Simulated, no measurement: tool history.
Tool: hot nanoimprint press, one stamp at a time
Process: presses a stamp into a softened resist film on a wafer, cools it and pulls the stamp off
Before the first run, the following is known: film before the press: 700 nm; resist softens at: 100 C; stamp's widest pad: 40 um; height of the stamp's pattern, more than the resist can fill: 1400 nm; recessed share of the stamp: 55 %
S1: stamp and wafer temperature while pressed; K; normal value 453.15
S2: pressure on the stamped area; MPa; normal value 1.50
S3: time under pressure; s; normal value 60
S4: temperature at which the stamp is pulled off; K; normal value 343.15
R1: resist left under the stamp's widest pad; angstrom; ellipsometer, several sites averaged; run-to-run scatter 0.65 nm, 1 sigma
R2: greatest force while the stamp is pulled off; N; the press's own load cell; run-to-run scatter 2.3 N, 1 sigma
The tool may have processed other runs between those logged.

run   hour      S1    S2  S3      S4    R1   R2
  1    0.0  453.15  1.50  60  343.15  3674  198
  2   14.5  453.15  1.50  31  343.15  4451  198
  3   24.7  453.15  1.50  31  343.15  4439  202
  4   39.2  453.15  1.50  60  343.15  3666  197
  5   48.1  453.15  1.50  68  343.15  3522  195
  6   57.5  453.15  1.50  68  343.15  3516  196
  7   68.2  453.15  1.50  51  343.15  3840  198
  8   74.9  453.15  1.50  51  343.15  3859  200
  9   80.9  453.15  1.50  51  343.15  3851  197
 10   89.0  453.15  1.50  51  343.15  3841  198
 11   99.3  453.15  1.50  51  343.15  3843  197
 12  112.7  456.15  1.50  60  343.15  3381  199
     119.3  -- stamp cleaned and given a new release coat
 13  127.6  452.15  1.50  97  331.15  3204  230
 14  138.5  452.15  1.66  63  331.15  3501  225
 15  145.0  453.15  1.88  56  343.15  3315  196
 16  156.8  453.15  1.88  56  343.15  3326  196
 17  163.7  453.15  1.88  74  349.15  3025  180

Here are 3 independent what-if runs from the current tool condition. What would each one return?
  A  170.8  453.15  1.50  60  335.15   ?   ?
  B  170.8  444.15  1.88  71  344.15   ?   ?
  C  170.8  453.15  1.50  60  331.15   ?   ?

run    R1   R2
  A  3638  222
  B  3948  201
  C  3640  227
With no hidden state in the tool, these same runs would have given:
run    R1   R2
  A  3676  221
  B  3989  201
  C  3677  227
